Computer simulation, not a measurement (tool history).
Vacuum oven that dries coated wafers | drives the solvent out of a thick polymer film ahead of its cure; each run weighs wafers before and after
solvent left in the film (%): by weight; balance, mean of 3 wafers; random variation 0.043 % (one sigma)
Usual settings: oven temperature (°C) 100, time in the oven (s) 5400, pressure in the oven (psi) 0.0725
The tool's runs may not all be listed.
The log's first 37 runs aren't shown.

run    hour  oven temperature (°C)  time in the oven (s)  pressure in the oven (psi)  hours of work since the thermocouples were calibrated  hours of work since the vacuum gauge was cleaned of residue  solvent left in the film (%)
 38  1042.1                    107                  7980                      0.0796                                                    203                                                         1376                           0.9
 39    1060                     93                  6300                      0.0885                                                    213                                                         1385                          4.16
 40    1095                     94                  7440                      0.0885                                                    231                                                         1404                          3.35
 41  1131.6                     94                  4440                       0.085                                                    250                                                         1423                          5.26
 42  1150.3                     95                  4680                      0.0985                                                    260                                                         1433                          4.87
 43  1169.9                     95                  4680                      0.0985                                                    270                                                         1443                          4.84
 44  1207.9                     92                  5400                      0.0725                                                    291                                                         1463                           4.9
 45  1243.7                    100                  4560                      0.1932                                                    309                                                         1482                             4
 46    1265                     90                  4560                      0.1932                                                    321                                                         1494                          6.37
 47  1297.1                     98                  4560                      0.0632                                                    338                                                         1511                          4.14

3 ways to go on from here, each from the tool as it stands after run 47. What would each give?
  A  1317.9                    100                  9180                      0.0725                                                    349                                                         1521                             ?
  B  1317.9                     98                  9600                      0.0632                                                    349                                                         1521                             ?
  C  1317.9                     92                  7380                      0.0632                                                    349                                                         1521                             ?

run  solvent left in the film (%)
  A                          1.45
  B                          1.65
  C                          3.61
Without the tool's hidden state the same runs would have given:
run  solvent left in the film (%)
  A                          1.19
  B                          1.37
  C                          3.35
